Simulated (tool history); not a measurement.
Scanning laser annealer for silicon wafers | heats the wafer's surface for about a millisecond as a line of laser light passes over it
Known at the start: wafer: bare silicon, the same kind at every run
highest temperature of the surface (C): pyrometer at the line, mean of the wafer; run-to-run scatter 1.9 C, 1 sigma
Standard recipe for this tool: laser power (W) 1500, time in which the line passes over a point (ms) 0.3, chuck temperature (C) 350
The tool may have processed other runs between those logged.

run   hour  laser power (W)  time in which the line passes over a point (ms)  chuck temperature (C)  highest temperature of the surface (C)
  1      0             1500                                              0.3                    350                                    1104
  2   32.4             1500                                              0.3                    350                                    1110
  3   66.6             1500                                            0.336                    350                                    1147
  4   94.8             1500                                            0.336                    350                                    1141
  5    138             1500                                            0.336                    350                                    1142
  6  172.4             1500                                            0.336                    350                                    1137
     184.2  -- window over the wafer cleaned
  7  209.2             1500                                            0.372                    350                                    1209
  8  252.6             1500                                            0.372                    350                                    1207
  9  274.2             1500                                            0.372                    350                                    1206
 10  309.9             1500                                            0.372                    350                                    1202
 11  341.7             1500                                            0.372                    322                                    1172
 12  360.7             1354                                            0.245                    350                                     972
 13  384.5             1523                                            0.303                    312                                    1096
 14  411.9             1286                                              0.3                    339                                     984
 15  438.4             1488                                            0.342                    351                                    1156
 16  477.9             1593                                            0.223                    389                                    1098
 17  502.2             1593                                            0.223                    389                                    1096
 18  526.8             1500                                              0.3                    311                                    1071
 19  563.9             1500                                              0.3                    311                                    1066
 20  609.3             1500                                            0.316                    356                                    1130
 21  639.3             1378                                            0.374                    314                                    1077
 22  672.4             1378                                            0.374                    314                                    1076

Branching from run 22: 3 alternative next runs. What would each branch give?
  A  715.8             1408                                            0.339                    312                                       ?
  B  715.8             1500                                            0.379                    350                                       ?
  C  715.8             1415                                            0.374                    314                                       ?

run  highest temperature of the surface (C)
  A                                    1052
  B                                    1189
  C                                    1093
Had the tool no hidden state, the same runs would have come out as:
run  highest temperature of the surface (C)
  A                                    1089
  B                                    1232
  C                                    1132
